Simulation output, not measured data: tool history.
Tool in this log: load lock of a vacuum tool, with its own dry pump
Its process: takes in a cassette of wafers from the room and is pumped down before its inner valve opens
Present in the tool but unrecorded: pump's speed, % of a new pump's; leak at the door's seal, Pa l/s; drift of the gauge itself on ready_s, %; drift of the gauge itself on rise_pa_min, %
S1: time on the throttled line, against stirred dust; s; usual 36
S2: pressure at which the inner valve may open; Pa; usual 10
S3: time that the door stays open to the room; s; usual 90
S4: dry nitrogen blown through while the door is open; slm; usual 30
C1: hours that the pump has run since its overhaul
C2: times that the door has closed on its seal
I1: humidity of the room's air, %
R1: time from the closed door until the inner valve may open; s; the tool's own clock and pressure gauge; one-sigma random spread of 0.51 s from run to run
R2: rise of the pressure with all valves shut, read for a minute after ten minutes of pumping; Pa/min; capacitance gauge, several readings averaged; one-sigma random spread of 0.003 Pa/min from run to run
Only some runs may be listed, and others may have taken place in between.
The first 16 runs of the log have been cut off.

| run | hour | S1 | S2 | S3 | S4 | C1 | C2 | I1 | R1 | R2 |
|---|---|---|---|---|---|---|---|---|---|---|
| 17 | 2685.3 | 36 | 9 | 90 | 10 | 11680 | 4975 | 48.7 | 78.5 | 0.039 |
| 18 | 2855.7 | 36 | 10 | 132 | 30 | 11850 | 5261 | 47.2 | 78.1 | 0.034 |
|  | 2878.0 | dry pump taken out, an overhauled one fitted |
| 19 | 3026.2 | 36 | 10 | 132 | 30 | 148 | 5537 | 43.4 | 69.0 | 0.030 |
| 20 | 3200.9 | 24 | 17 | 46 | 4 | 323 | 5830 | 45.4 | 56.7 | 0.032 |
| 21 | 3396.6 | 32 | 10 | 205 | 19 | 519 | 6158 | 43.9 | 66.1 | 0.036 |
| 22 | 3616.0 | 32 | 10 | 205 | 19 | 738 | 6526 | 48.9 | 65.1 | 0.047 |
| 23 | 3859.9 | 33 | 10 | 50 | 30 | 982 | 6935 | 45.6 | 66.6 | 0.023 |
| 24 | 4099.1 | 32 | 11 | 50 | 30 | 1221 | 7337 | 45.1 | 65.1 | 0.026 |
| 25 | 4211.7 | 22 | 10 | 120 | 30 | 1334 | 7526 | 49.2 | 57.7 | 0.034 |
| 26 | 4365.2 | 22 | 9 | 57 | 28 | 1487 | 7783 | 46.0 | 58.7 | 0.033 |
| 27 | 4634.2 | 18 | 8 | 90 | 28 | 1756 | 8234 | 45.0 | 57.2 | 0.036 |
| 28 | 4788.4 | 29 | 10 | 91 | 30 | 1910 | 8493 | 43.1 | 63.9 | 0.034 |
| 29 | 4916.6 | 36 | 11 | 90 | 30 | 2039 | 8708 | 43.3 | 68.2 | 0.024 |
| 30 | 5040.5 | 36 | 11 | 90 | 30 | 2162 | 8916 | 47.0 | 69.8 | 0.032 |
| 31 | 5275.0 | 36 | 11 | 90 | 30 | 2397 | 9309 | 43.8 | 69.7 | 0.031 |
| 32 | 5447.2 | 24 | 10 | 90 | 30 | 2569 | 9598 | 43.3 | 60.4 | 0.029 |
| 33 | 5570.2 | 36 | 19 | 118 | 30 | 2692 | 9805 | 49.3 | 67.5 | 0.039 |
| 34 | 5688.3 | 36 | 19 | 118 | 30 | 2810 | 10003 | 45.8 | 66.2 | 0.033 |
| 35 | 5815.4 | 19 | 14 | 31 | 30 | 2937 | 10216 | 40.9 | 56.0 | 0.024 |
| 36 | 6082.8 | 19 | 14 | 31 | 30 | 3205 | 10664 | 44.6 | 56.2 | 0.027 |
| 37 | 6297.1 | 44 | 9 | 181 | 30 | 3419 | 11024 | 46.7 | 77.5 | 0.039 |
| 38 | 6545.8 | 62 | 14 | 181 | 19 | 3668 | 11441 | 44.4 | 89.4 | 0.049 |

3 options for the next run, each taken on its own from the tool as it stands now. Forecast them:
| A | 6795.0 | 36 | 10 | 47 | 30 | 3917 | 11859 | 48.2 | ? | ? |
| B | 6795.0 | 42 | 7 | 181 | 5 | 3917 | 11859 | 42.9 | ? | ? |
| C | 6795.0 | 26 | 12 | 98 | 30 | 3917 | 11859 | 43.1 | ? | ? |

| run | R1 | R2 |
|---|---|---|
| A | 70.6 | 0.037 |
| B | 78.2 | 0.057 |
| C | 62.4 | 0.035 |
What these runs would have given with no unlogged condition in the tool:
| run | R1 | R2 |
|---|---|---|
| A | 68.1 | 0.019 |
| B | 75.7 | 0.040 |
| C | 59.8 | 0.017 |
